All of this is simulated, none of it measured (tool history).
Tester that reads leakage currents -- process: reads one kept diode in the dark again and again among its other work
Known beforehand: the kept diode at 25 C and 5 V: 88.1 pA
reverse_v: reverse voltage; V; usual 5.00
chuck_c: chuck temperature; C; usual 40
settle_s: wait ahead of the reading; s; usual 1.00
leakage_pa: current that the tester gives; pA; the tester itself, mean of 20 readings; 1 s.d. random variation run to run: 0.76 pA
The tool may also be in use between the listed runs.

run 1 hour=0.0 | reverse_v=5.00 chuck_c=40 settle_s=1.00 | leakage_pa=240.31
run 2 hour=24.8 | reverse_v=5.00 chuck_c=40 settle_s=1.00 | leakage_pa=238.75
run 3 hour=40.1 | reverse_v=5.00 chuck_c=40 settle_s=1.00 | leakage_pa=237.40
run 4 hour=58.5 | reverse_v=5.00 chuck_c=40 settle_s=1.03 | leakage_pa=237.19
run 5 hour=75.5 | reverse_v=5.00 chuck_c=40 settle_s=1.00 | leakage_pa=236.58
run 6 hour=96.1 | reverse_v=5.00 chuck_c=40 settle_s=1.00 | leakage_pa=236.01
run 7 hour=108.3 | reverse_v=5.00 chuck_c=40 settle_s=1.00 | leakage_pa=235.42
run 8 hour=127.5 | reverse_v=5.00 chuck_c=40 settle_s=1.00 | leakage_pa=234.27
run 9 hour=146.3 | reverse_v=5.00 chuck_c=20 settle_s=1.00 | leakage_pa=57.37
run 10 hour=170.0 | reverse_v=5.00 chuck_c=20 settle_s=1.00 | leakage_pa=57.34
run 11 hour=198.0 | reverse_v=5.00 chuck_c=20 settle_s=1.00 | leakage_pa=56.97
-- hour=201.8 chuck's temperature calibrated
run 12 hour=218.4 | reverse_v=5.00 chuck_c=20 settle_s=1.00 | leakage_pa=55.25
run 13 hour=237.2 | reverse_v=5.00 chuck_c=40 settle_s=6.28 | leakage_pa=222.57
run 14 hour=262.8 | reverse_v=5.00 chuck_c=40 settle_s=6.28 | leakage_pa=221.73
run 15 hour=288.7 | reverse_v=5.00 chuck_c=57 settle_s=6.28 | leakage_pa=654.00
run 16 hour=305.5 | reverse_v=5.00 chuck_c=27 settle_s=6.28 | leakage_pa=89.50
run 17 hour=320.6 | reverse_v=5.00 chuck_c=40 settle_s=1.00 | leakage_pa=218.30
-- hour=348.3 chuck's temperature calibrated, once more
run 18 hour=348.3 | reverse_v=5.00 chuck_c=40 settle_s=1.00 | leakage_pa=258.08
run 19 hour=363.9 | reverse_v=16.74 chuck_c=40 settle_s=1.00 | leakage_pa=387.96
run 20 hour=387.1 | reverse_v=5.00 chuck_c=40 settle_s=1.00 | leakage_pa=255.49
run 21 hour=406.0 | reverse_v=2.05 chuck_c=26 settle_s=4.95 | leakage_pa=71.30
run 22 hour=429.9 | reverse_v=2.80 chuck_c=26 settle_s=0.32 | leakage_pa=79.70
run 23 hour=458.8 | reverse_v=1.99 chuck_c=41 settle_s=0.52 | leakage_pa=197.37
run 24 hour=483.9 | reverse_v=1.58 chuck_c=41 settle_s=2.68 | leakage_pa=182.52
run 25 hour=502.4 | reverse_v=16.79 chuck_c=41 settle_s=2.68 | leakage_pa=402.30
run 26 hour=521.4 | reverse_v=16.79 chuck_c=41 settle_s=2.68 | leakage_pa=400.50
run 27 hour=541.8 | reverse_v=5.00 chuck_c=39 settle_s=1.00 | leakage_pa=231.22
run 28 hour=564.5 | reverse_v=2.20 chuck_c=27 settle_s=1.63 | leakage_pa=75.76
run 29 hour=585.0 | reverse_v=11.27 chuck_c=56 settle_s=1.00 | leakage_pa=886.11
run 30 hour=605.4 | reverse_v=5.73 chuck_c=56 settle_s=2.70 | leakage_pa=702.55
run 31 hour=621.4 | reverse_v=5.73 chuck_c=56 settle_s=2.70 | leakage_pa=705.35
run 32 hour=650.1 | reverse_v=1.78 chuck_c=27 settle_s=2.70 | leakage_pa=69.30
run 33 hour=671.1 | reverse_v=4.29 chuck_c=20 settle_s=8.18 | leakage_pa=56.57
run 34 hour=694.9 | reverse_v=9.80 chuck_c=32 settle_s=2.80 | leakage_pa=175.95
run 35 hour=709.4 | reverse_v=1.19 chuck_c=32 settle_s=0.94 | leakage_pa=85.51
run 36 hour=724.0 | reverse_v=1.19 chuck_c=32 settle_s=0.94 | leakage_pa=85.15
run 37 hour=737.8 | reverse_v=1.19 chuck_c=32 settle_s=0.94 | leakage_pa=84.79
run 38 hour=755.2 | reverse_v=5.00 chuck_c=40 settle_s=0.81 | leakage_pa=236.99
run 39 hour=781.7 | reverse_v=12.83 chuck_c=39 settle_s=4.34 | leakage_pa=302.37

What if the next run were any one of these 4? Each begins from the tool's condition after run 39:
run A hour=806.9 | reverse_v=1.06 chuck_c=28 settle_s=1.05 | leakage_pa=?
run B hour=806.9 | reverse_v=5.00 chuck_c=40 settle_s=1.73 | leakage_pa=?
run C hour=806.9 | reverse_v=12.83 chuck_c=41 settle_s=4.34 | leakage_pa=?
run D hour=806.9 | reverse_v=5.00 chuck_c=40 settle_s=1.10 | leakage_pa=?

run=A leakage_pa=60.69
run=B leakage_pa=233.42
run=C leakage_pa=345.58
run=D leakage_pa=234.58
With no hidden state in the tool, these same runs would have given:
run=A leakage_pa=66.42
run=B leakage_pa=252.72
run=C leakage_pa=369.43
run=D leakage_pa=253.96

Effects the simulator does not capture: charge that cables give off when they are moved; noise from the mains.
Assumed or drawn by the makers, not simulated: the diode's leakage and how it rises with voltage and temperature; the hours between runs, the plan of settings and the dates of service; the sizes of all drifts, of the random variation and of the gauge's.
